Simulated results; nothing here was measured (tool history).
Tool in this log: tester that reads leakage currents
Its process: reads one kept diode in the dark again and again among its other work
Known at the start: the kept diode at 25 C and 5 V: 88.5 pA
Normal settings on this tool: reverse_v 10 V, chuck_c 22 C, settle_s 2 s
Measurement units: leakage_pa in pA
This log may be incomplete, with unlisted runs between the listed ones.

| run | hour | reverse_v | chuck_c | settle_s | leakage_pa |
|---|---|---|---|---|---|
| 1 | 0 | 10 | 22 | 2 | 99.58 |
| 2 | 37 | 10 | 22 | 5.48 | 99.54 |
| 3 | 56.4 | 10 | 22 | 5.48 | 98.99 |
| 4 | 81.4 | 10 | 22 | 5.48 | 98.45 |
| 5 | 102.1 | 1.6 | 22 | 2 | 36.81 |
| 6 | 127.4 | 10 | 22 | 3.29 | 99.9 |
|  | 133.3 | chuck's temperature calibrated |
| 7 | 163 | 3.2 | 24 | 0.75 | 65.88 |
| 8 | 195.2 | 3.2 | 24 | 0.75 | 65.75 |

Run 9 is up next; what results do you expect?
| 9 | 223 | 10.5 | 22 | 0.39 | ? |

{"run 9": {"leakage_pa": 111.77}}
With the hidden condition absent and the run-to-run variation left alone, this run would have shown leakage_pa 108.72 pA.

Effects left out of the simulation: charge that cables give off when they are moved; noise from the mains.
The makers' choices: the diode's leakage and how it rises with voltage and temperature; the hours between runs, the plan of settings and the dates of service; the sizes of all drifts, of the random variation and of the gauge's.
